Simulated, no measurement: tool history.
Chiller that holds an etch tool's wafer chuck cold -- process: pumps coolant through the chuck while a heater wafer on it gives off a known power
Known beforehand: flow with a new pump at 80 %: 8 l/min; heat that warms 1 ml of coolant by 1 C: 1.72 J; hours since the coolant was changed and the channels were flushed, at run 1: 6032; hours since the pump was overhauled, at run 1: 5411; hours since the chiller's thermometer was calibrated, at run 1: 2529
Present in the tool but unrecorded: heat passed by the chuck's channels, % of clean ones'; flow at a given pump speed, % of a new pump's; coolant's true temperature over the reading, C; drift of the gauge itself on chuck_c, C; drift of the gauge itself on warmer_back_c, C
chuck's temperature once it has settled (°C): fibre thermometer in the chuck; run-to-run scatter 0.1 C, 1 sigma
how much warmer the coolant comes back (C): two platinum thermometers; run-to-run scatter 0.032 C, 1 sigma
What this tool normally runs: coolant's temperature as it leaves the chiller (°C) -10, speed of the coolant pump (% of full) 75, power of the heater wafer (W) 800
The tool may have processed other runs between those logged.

run,hour,coolant's temperature as it leaves the chiller (°C),speed of the coolant pump (% of full),power of the heater wafer (W),hours since the coolant was changed and the channels were flushed,hours since the pump was overhauled,hours since the chiller's thermometer was calibrated,chuck's temperature once it has settled (°C),how much warmer the coolant comes back (C)
1,0.0,-10,75,800,6032,5411,2529,-2.6,3.73
2,104.6,-10,75,800,6137,5516,2634,-2.6,3.79
3,240.1,-18,75,800,6273,5652,2769,-10.6,3.81
# hour 263.1: chiller's thermometer calibrated
4,371.2,-18,75,418,6403,5782,108,-14.1,2.09
5,455.0,-10,75,800,6486,5865,192,-2.6,3.89
6,589.4,-10,75,800,6621,6000,326,-2.5,3.89
7,677.7,-10,75,800,6709,6088,415,-2.5,3.97
8,748.5,-10,75,800,6780,6159,485,-2.5,3.98
9,808.3,-10,86,800,6840,6219,545,-3.4,3.48
10,931.7,-15,75,800,6963,6342,669,-7.7,4.01
11,1027.1,-12,75,800,7059,6438,764,-4.6,4.08
12,1090.4,-12,75,800,7122,6501,827,-4.7,4.06
13,1228.4,-12,75,800,7260,6639,965,-4.6,4.14
14,1366.7,-12,75,800,7398,6777,1104,-4.4,4.21
# hour 1418.3: gauge calibrated
15,1472.8,-12,75,800,7504,6883,1210,-4.6,3.76
16,1566.0,-12,75,800,7597,6976,1303,-4.4,3.74
17,1685.2,-10,68,800,7717,7096,1422,-1.9,4.19
18,1825.9,-10,85,1091,7857,7236,1563,-1.0,4.63
19,1924.8,-13,68,412,7956,7335,1662,-8.8,2.29
# hour 2012.7: coolant changed, channels flushed
20,2074.5,-9,96,724,62,7479,1805,-3.5,2.84
21,2211.8,-9,96,724,199,7616,1943,-3.3,2.93
22,2351.1,-14,83,467,338,7756,2082,-10.0,2.30
23,2458.5,-10,75,576,446,7863,2189,-4.5,3.09
24,2579.6,-20,65,1181,567,7984,2311,-7.6,6.72
25,2674.7,-5,64,659,662,8079,2406,1.9,4.04
26,2805.7,-10,77,915,793,8210,2537,-1.7,4.68
27,2949.3,-10,77,915,937,8354,2680,-1.8,4.70
# hour 3052.2: gauge calibrated
# hour 3061.8: chiller's thermometer calibrated
28,3068.7,-19,65,1152,1055,8472,7,-7.0,6.19

Run 29, settings as shown, results not yet in. Your forecast:
29,3170.6,-14,64,836,1157,8574,109,?,?

chuck's temperature once it has settled (°C): -5.3
how much warmer the coolant comes back (C): 4.51
Take away the tool's hidden state, keep the run-to-run variation as it was, and the same run would have given chuck's temperature once it has settled (°C) -5.3, how much warmer the coolant comes back (C) 4.46.
